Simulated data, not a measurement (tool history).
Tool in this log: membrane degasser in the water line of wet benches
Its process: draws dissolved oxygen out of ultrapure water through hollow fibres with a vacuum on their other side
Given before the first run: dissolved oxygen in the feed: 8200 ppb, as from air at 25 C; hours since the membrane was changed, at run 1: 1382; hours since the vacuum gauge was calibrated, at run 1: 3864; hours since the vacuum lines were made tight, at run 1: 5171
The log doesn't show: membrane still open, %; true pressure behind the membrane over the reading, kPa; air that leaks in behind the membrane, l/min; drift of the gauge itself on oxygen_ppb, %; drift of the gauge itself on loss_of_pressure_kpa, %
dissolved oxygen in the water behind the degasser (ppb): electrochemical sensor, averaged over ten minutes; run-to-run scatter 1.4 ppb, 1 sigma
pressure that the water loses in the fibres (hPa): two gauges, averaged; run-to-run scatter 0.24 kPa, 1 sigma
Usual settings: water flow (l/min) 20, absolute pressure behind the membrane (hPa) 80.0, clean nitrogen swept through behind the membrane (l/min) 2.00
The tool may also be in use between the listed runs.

| run | hour | water flow (l/min) | absolute pressure behind the membrane (hPa) | clean nitrogen swept through behind the membrane (l/min) | hours since the membrane was changed | hours since the vacuum gauge was calibrated | hours since the vacuum lines were made tight | dissolved oxygen in the water behind the degasser (ppb) | pressure that the water loses in the fibres (hPa) |
|---|---|---|---|---|---|---|---|---|---|
| 1 | 0.0 | 20 | 80.0 | 2.00 | 1382 | 3864 | 5171 | 132.2 | 611.1 |
| 2 | 93.0 | 20 | 80.0 | 2.00 | 1475 | 3957 | 5264 | 130.5 | 607.5 |
| 3 | 143.2 | 20 | 80.0 | 2.00 | 1525 | 4007 | 5314 | 132.1 | 607.0 |
| 4 | 237.4 | 20 | 53.9 | 2.00 | 1619 | 4102 | 5408 | 71.9 | 614.8 |
| 5 | 281.2 | 20 | 53.9 | 2.00 | 1663 | 4145 | 5452 | 71.3 | 617.9 |
| 6 | 366.3 | 20 | 48.7 | 2.00 | 1748 | 4230 | 5537 | 60.1 | 613.8 |
| 7 | 454.6 | 20 | 48.7 | 2.00 | 1836 | 4319 | 5625 | 60.8 | 611.8 |
| 8 | 510.3 | 20 | 48.7 | 2.00 | 1892 | 4374 | 5681 | 60.0 | 614.6 |
| 9 | 586.5 | 20 | 127.6 | 2.00 | 1968 | 4451 | 5757 | 238.9 | 612.8 |
| 10 | 639.0 | 20 | 127.6 | 2.00 | 2021 | 4503 | 5810 | 243.3 | 615.8 |
| 11 | 685.5 | 20 | 127.6 | 2.00 | 2067 | 4550 | 5856 | 239.8 | 615.6 |
| 12 | 779.0 | 20 | 127.6 | 2.00 | 2161 | 4643 | 5950 | 237.5 | 615.4 |
|  | 842.1 | gauge calibrated |
| 13 | 872.0 | 20 | 127.6 | 2.00 | 2254 | 4736 | 6043 | 241.5 | 606.7 |
| 14 | 947.8 | 20 | 80.0 | 3.37 | 2329 | 4812 | 6119 | 88.4 | 610.0 |
| 15 | 1025.0 | 20 | 80.0 | 3.37 | 2407 | 4889 | 6196 | 88.8 | 608.2 |
| 16 | 1088.8 | 20 | 80.0 | 3.37 | 2470 | 4953 | 6260 | 89.0 | 613.9 |
| 17 | 1183.7 | 20 | 80.0 | 2.81 | 2565 | 5048 | 6354 | 101.4 | 612.2 |
| 18 | 1266.2 | 22 | 122.0 | 1.33 | 2648 | 5130 | 6437 | 346.1 | 677.5 |
| 19 | 1322.7 | 20 | 80.0 | 2.00 | 2704 | 5187 | 6493 | 132.7 | 616.6 |
| 20 | 1368.5 | 22 | 145.0 | 2.89 | 2750 | 5233 | 6539 | 226.9 | 673.3 |
|  | 1429.2 | seals of the vacuum lines changed |
| 21 | 1440.1 | 20 | 136.3 | 2.00 | 2820 | 5302 | 11 | 258.4 | 619.3 |
| 22 | 1510.2 | 20 | 136.3 | 2.00 | 2890 | 5372 | 81 | 262.6 | 615.6 |
| 23 | 1594.6 | 20 | 94.1 | 1.22 | 2974 | 5457 | 165 | 242.2 | 618.8 |
| 24 | 1646.7 | 20 | 94.1 | 1.22 | 3026 | 5509 | 217 | 245.7 | 623.4 |
| 25 | 1730.6 | 24 | 85.4 | 0.85 | 3110 | 5593 | 301 | 342.0 | 745.1 |
| 26 | 1790.4 | 20 | 118.1 | 2.00 | 3170 | 5653 | 361 | 222.5 | 619.3 |
| 27 | 1856.3 | 20 | 118.1 | 2.00 | 3236 | 5718 | 427 | 217.5 | 621.2 |
| 28 | 1948.7 | 20 | 118.1 | 5.78 | 3328 | 5811 | 519 | 93.0 | 625.7 |
| 29 | 2009.0 | 23 | 118.1 | 5.78 | 3389 | 5871 | 580 | 114.7 | 719.5 |
| 30 | 2087.2 | 12 | 119.9 | 5.95 | 3467 | 5949 | 658 | 46.3 | 377.7 |
| 31 | 2183.2 | 31 | 75.5 | 5.64 | 3563 | 6045 | 754 | 136.5 | 968.1 |
|  | 2254.6 | gauge calibrated |
| 32 | 2264.2 | 25 | 76.3 | 2.00 | 3644 | 6126 | 835 | 168.6 | 761.0 |

Same runs, no hidden state in the tool, same run-to-run variation:
| run | pressure that the water loses in the fibres (hPa) |
|---|---|
| 1 | 611.0 |
| 2 | 606.0 |
| 3 | 604.8 |
| 4 | 611.2 |
| 5 | 613.7 |
| 6 | 608.3 |
| 7 | 605.1 |
| 8 | 607.0 |
| 9 | 604.2 |
| 10 | 606.4 |
| 11 | 605.5 |
| 12 | 603.9 |
| 13 | 606.0 |
| 14 | 608.2 |
| 15 | 605.3 |
| 16 | 610.1 |
| 17 | 607.1 |
| 18 | 670.4 |
| 19 | 609.4 |
| 20 | 664.7 |
| 21 | 610.4 |
| 22 | 605.7 |
| 23 | 607.6 |
| 24 | 611.4 |
| 25 | 729.3 |
| 26 | 605.3 |
| 27 | 606.2 |
| 28 | 609.4 |
| 29 | 699.7 |
| 30 | 366.6 |
| 31 | 937.5 |
| 32 | 760.4 |
dissolved oxygen in the water behind the degasser (ppb): differs from the measured result by no more than 0.4 in any run.
